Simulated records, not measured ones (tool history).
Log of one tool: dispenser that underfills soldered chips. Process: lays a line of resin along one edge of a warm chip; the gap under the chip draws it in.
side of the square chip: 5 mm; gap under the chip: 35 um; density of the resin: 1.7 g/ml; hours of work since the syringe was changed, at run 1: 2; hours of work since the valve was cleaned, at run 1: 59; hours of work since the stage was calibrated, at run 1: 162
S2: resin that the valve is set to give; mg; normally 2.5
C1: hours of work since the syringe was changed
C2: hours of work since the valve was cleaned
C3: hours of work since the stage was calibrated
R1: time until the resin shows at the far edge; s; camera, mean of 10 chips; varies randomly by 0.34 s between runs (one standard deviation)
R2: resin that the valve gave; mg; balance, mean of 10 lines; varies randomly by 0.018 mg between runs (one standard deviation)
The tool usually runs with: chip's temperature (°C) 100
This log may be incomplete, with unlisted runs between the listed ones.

run 1 hour=0 | chip's_temperature_(°C)=100 S2=2.5 | C1=2 C2=59 C3=162 | R1=18.5 R2=2.43
-- hour=7.6 new syringe of resin
run 2 hour=10.4 | chip's_temperature_(°C)=100 S2=2.5 | C1=2 C2=66 C3=169 | R1=18.5 R2=2.45
-- hour=18.2 new syringe of resin
run 3 hour=19.7 | chip's_temperature_(°C)=100 S2=2.77 | C1=1 C2=72 C3=175 | R1=16.4 R2=2.66
-- hour=28.2 new syringe of resin
run 4 hour=30.6 | chip's_temperature_(°C)=100 S2=2.77 | C1=2 C2=80 C3=183 | R1=17.3 R2=2.67
run 5 hour=35.6 | chip's_temperature_(°C)=100 S2=2.77 | C1=5 C2=83 C3=186 | R1=23.5 R2=2.67
-- hour=38.2 new syringe of resin
run 6 hour=45.6 | chip's_temperature_(°C)=100 S2=2.55 | C1=5 C2=90 C3=193 | R1=23.8 R2=2.46
-- hour=48.6 new syringe of resin
run 7 hour=53.5 | chip's_temperature_(°C)=100 S2=2.55 | C1=3 C2=96 C3=199 | R1=20 R2=2.45
-- hour=58.5 new syringe of resin
run 8 hour=58.9 | chip's_temperature_(°C)=100 S2=2.55 | C1=0 C2=99 C3=202 | R1=14.4 R2=2.43
run 9 hour=65.9 | chip's_temperature_(°C)=100 S2=2.55 | C1=5 C2=104 C3=207 | R1=22.5 R2=2.48
-- hour=69.1 new syringe of resin
-- hour=73.4 dispensing valve cleaned and set on the balance
run 10 hour=76.4 | chip's_temperature_(°C)=100 S2=2.55 | C1=4 C2=2 C3=214 | R1=22 R2=2.58
-- hour=80.5 new syringe of resin
run 11 hour=85.8 | chip's_temperature_(°C)=100 S2=2.55 | C1=4 C2=9 C3=220 | R1=20.6 R2=2.53
-- hour=90.9 new syringe of resin
run 12 hour=93.9 | chip's_temperature_(°C)=100 S2=2.32 | C1=2 C2=14 C3=226 | R1=17.8 R2=2.32
run 13 hour=99.1 | chip's_temperature_(°C)=113 S2=2.5 | C1=6 C2=18 C3=230 | R1=13.9 R2=2.49
-- hour=101.2 new syringe of resin
run 14 hour=109.8 | chip's_temperature_(°C)=113 S2=2.5 | C1=6 C2=25 C3=237 | R1=14.4 R2=2.52
-- hour=111.3 new syringe of resin
run 15 hour=119.8 | chip's_temperature_(°C)=113 S2=2.5 | C1=6 C2=32 C3=244 | R1=14.7 R2=2.48
-- hour=121.3 new syringe of resin
run 16 hour=125.9 | chip's_temperature_(°C)=100 S2=2.5 | C1=3 C2=36 C3=248 | R1=19.7 R2=2.47
-- hour=131.8 new syringe of resin
run 17 hour=136.1 | chip's_temperature_(°C)=100 S2=2.83 | C1=3 C2=43 C3=255 | R1=19.5 R2=2.8
-- hour=142.2 new syringe of resin
run 18 hour=147.2 | chip's_temperature_(°C)=100 S2=2.83 | C1=4 C2=51 C3=263 | R1=19.6 R2=2.8
-- hour=152.4 new syringe of resin
run 19 hour=157.4 | chip's_temperature_(°C)=100 S2=2.29 | C1=4 C2=58 C3=270 | R1=20.2 R2=2.27
-- hour=162.4 new syringe of resin
run 20 hour=168.1 | chip's_temperature_(°C)=91 S2=2.24 | C1=4 C2=65 C3=277 | R1=32.8 R2=2.17
-- hour=172.7 new syringe of resin
run 21 hour=179.3 | chip's_temperature_(°C)=108 S2=2.92 | C1=5 C2=73 C3=285 | R1=15.2 R2=2.85
-- hour=182.9 new syringe of resin
run 22 hour=186 | chip's_temperature_(°C)=90 S2=2.1 | C1=2 C2=78 C3=289 | R1=28.4 R2=2.03
-- hour=193.1 new syringe of resin
run 23 hour=196.5 | chip's_temperature_(°C)=90 S2=2.1 | C1=2 C2=85 C3=297 | R1=29.8 R2=2.05
-- hour=203.2 new syringe of resin
run 24 hour=203.8 | chip's_temperature_(°C)=101 S2=2.64 | C1=0 C2=90 C3=302 | R1=14.7 R2=2.53
-- hour=213.3 new syringe of resin
run 25 hour=213.9 | chip's_temperature_(°C)=111 S2=2.99 | C1=0 C2=97 C3=309 | R1=9.1 R2=2.88
run 26 hour=220.7 | chip's_temperature_(°C)=92 S2=2.49 | C1=5 C2=102 C3=313 | R1=32.6 R2=2.39
-- hour=223.6 new syringe of resin
run 27 hour=226.7 | chip's_temperature_(°C)=111 S2=2.44 | C1=2 C2=106 C3=317 | R1=10.9 R2=2.35
-- hour=232.4 dispensing valve cleaned and set on the balance
-- hour=235.1 new syringe of resin
run 28 hour=236 | chip's_temperature_(°C)=106 S2=2.52 | C1=1 C2=2 C3=323 | R1=11.5 R2=2.53
-- hour=245.2 new syringe of resin
run 29 hour=246.2 | chip's_temperature_(°C)=90 S2=2.24 | C1=1 C2=9 C3=330 | R1=24.4 R2=2.23
-- hour=253.5 stage's temperature calibrated
-- hour=256.2 new syringe of resin
run 30 hour=256.2 | chip's_temperature_(°C)=90 S2=2.24 | C1=0 C2=16 C3=2 | R1=24.5 R2=2.23
run 31 hour=265.4 | chip's_temperature_(°C)=110 S2=2.99 | C1=7 C2=22 C3=8 | R1=17.3 R2=2.98
-- hour=266.5 new syringe of resin
run 32 hour=270.3 | chip's_temperature_(°C)=110 S2=2.99 | C1=3 C2=25 C3=12 | R1=12.2 R2=2.94
run 33 hour=275.3 | chip's_temperature_(°C)=90 S2=2.91 | C1=6 C2=29 C3=15 | R1=42.4 R2=2.86
-- hour=276.9 new syringe of resin
run 34 hour=281.9 | chip's_temperature_(°C)=112 S2=2.23 | C1=4 C2=33 C3=20 | R1=12.5 R2=2.2
-- hour=287.5 new syringe of resin
run 35 hour=292 | chip's_temperature_(°C)=97 S2=2.5 | C1=3 C2=40 C3=27 | R1=24.2 R2=2.48

A few steps of R1 between consecutive runs. Split each: what settings, incoming material and random variation would produce without the hidden state, and what is left over for the hidden state, along with gauge scatter present in only one of the two compared results (measured, and without hidden state):
The tool's hidden condition here consists of: resin's viscosity, % of fresh resin's; dose that the valve gives, % of what is set; true chip temperature over the reading, C; drift of the gauge itself on fill_s, %; drift of the gauge itself on given_mg, %.
Run 25 -> 26: chip's temperature (°C) 111 -> 92, S2 2.99 -> 2.49. R1 +23.5 s: hidden state +11, all else +12.5.
Run 32 -> 33: chip's temperature (°C) 110 -> 90, S2 2.99 -> 2.91. R1 +30.2 s: hidden state +15, all else +15.2.
Run 33 -> 34: chip's temperature (°C) 90 -> 112, S2 2.91 -> 2.23, new syringe of resin. R1 -29.9 s: hidden state -14.1, all else -15.8.
